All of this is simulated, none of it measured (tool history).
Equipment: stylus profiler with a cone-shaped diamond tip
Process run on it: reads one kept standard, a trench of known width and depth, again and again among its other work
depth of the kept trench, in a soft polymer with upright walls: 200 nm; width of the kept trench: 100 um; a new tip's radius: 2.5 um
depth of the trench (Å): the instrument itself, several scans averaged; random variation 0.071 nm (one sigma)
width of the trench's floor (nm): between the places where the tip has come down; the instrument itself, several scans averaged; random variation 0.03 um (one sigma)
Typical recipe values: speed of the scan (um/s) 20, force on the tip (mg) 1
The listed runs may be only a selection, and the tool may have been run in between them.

run,day,speed of the scan (um/s),force on the tip (mg),depth of the trench (Å),width of the trench's floor (nm)
1,0,20,1,2008.7,97890
2,4.746,21,1,2008.3,97860
3,9.696,21,1,2010.9,97870
# day 10.396: new tip fitted, height scale calibrated
4,12.854,20,1,2009.9,97920
5,18.283,20,1,2010.5,97900
6,20.862,20,1,2009.9,97890
7,23.271,8,0.85,2008.8,98010
8,28.088,38,0.72,2008.3,97720
9,32.533,29,2.08,2016.8,97930
10,35.912,29,2.08,2015.4,97820
11,38.942,29,2.08,2016,97910

Each row is a separate what-if for the run after 11, all from the same tool condition, not one after another. Results?
A,41.217,9,0.39,?,?
B,41.217,23,1.82,?,?
C,41.217,36,1,?,?
D,41.217,37,2.18,?,?

run,depth of the trench (Å),width of the trench's floor (nm)
A,2006,97990
B,2014.4,97900
C,2009.2,97790
D,2017.5,97890
Without the tool's unlogged condition, the same runs would have read:
run,depth of the trench (Å),width of the trench's floor (nm)
A,2006,98000
B,2014.4,97910
C,2009.2,97800
D,2017.5,97900
